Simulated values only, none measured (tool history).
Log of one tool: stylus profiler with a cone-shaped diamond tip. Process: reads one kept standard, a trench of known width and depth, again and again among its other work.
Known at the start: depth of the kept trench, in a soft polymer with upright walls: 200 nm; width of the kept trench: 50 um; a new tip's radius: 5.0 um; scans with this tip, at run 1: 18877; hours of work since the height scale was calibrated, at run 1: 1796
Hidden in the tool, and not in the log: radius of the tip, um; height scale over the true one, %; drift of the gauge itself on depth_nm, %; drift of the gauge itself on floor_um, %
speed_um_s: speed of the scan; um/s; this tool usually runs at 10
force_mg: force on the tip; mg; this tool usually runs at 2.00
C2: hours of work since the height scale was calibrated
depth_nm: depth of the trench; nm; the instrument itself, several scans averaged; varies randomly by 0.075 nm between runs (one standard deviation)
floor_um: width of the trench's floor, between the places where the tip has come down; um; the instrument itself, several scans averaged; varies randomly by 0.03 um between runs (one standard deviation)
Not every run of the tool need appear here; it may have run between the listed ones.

run 1 hour=0.0 | speed_um_s=10 force_mg=2.00 | scans_with_this_tip=18877 C2=1796 | depth_nm=202.65 floor_um=47.11
run 2 hour=15.8 | speed_um_s=10 force_mg=2.00 | scans_with_this_tip=18948 C2=1802 | depth_nm=202.74 floor_um=47.15
run 3 hour=51.2 | speed_um_s=4 force_mg=2.00 | scans_with_this_tip=19107 C2=1818 | depth_nm=202.73 floor_um=47.13
run 4 hour=75.0 | speed_um_s=25 force_mg=2.00 | scans_with_this_tip=19214 C2=1828 | depth_nm=202.63 floor_um=46.99
run 5 hour=95.4 | speed_um_s=10 force_mg=1.51 | scans_with_this_tip=19307 C2=1837 | depth_nm=202.39 floor_um=47.10
run 6 hour=122.8 | speed_um_s=10 force_mg=1.51 | scans_with_this_tip=19430 C2=1848 | depth_nm=202.32 floor_um=47.14
-- hour=147.5 new tip fitted, height scale calibrated
run 7 hour=147.5 | speed_um_s=10 force_mg=1.51 | scans_with_this_tip=0 C2=0 | depth_nm=202.21 floor_um=47.09
run 8 hour=172.5 | speed_um_s=10 force_mg=1.51 | scans_with_this_tip=113 C2=11 | depth_nm=202.27 floor_um=47.16
run 9 hour=200.8 | speed_um_s=10 force_mg=2.00 | scans_with_this_tip=240 C2=23 | depth_nm=202.77 floor_um=47.18
run 10 hour=234.4 | speed_um_s=10 force_mg=2.00 | scans_with_this_tip=391 C2=37 | depth_nm=202.62 floor_um=47.10
run 11 hour=253.0 | speed_um_s=10 force_mg=2.00 | scans_with_this_tip=475 C2=45 | depth_nm=202.83 floor_um=47.12
run 12 hour=282.9 | speed_um_s=20 force_mg=2.83 | scans_with_this_tip=610 C2=58 | depth_nm=203.45 floor_um=47.14

What will run 13 give?
run 13 hour=299.4 | speed_um_s=4 force_mg=5.93 | scans_with_this_tip=684 C2=65 | depth_nm=? floor_um=?

depth_nm: 205.73 nm
floor_um: 47.22 um
Minus the tool's unlogged condition, the same run would have read depth_nm 205.73 nm, floor_um 47.22 um.
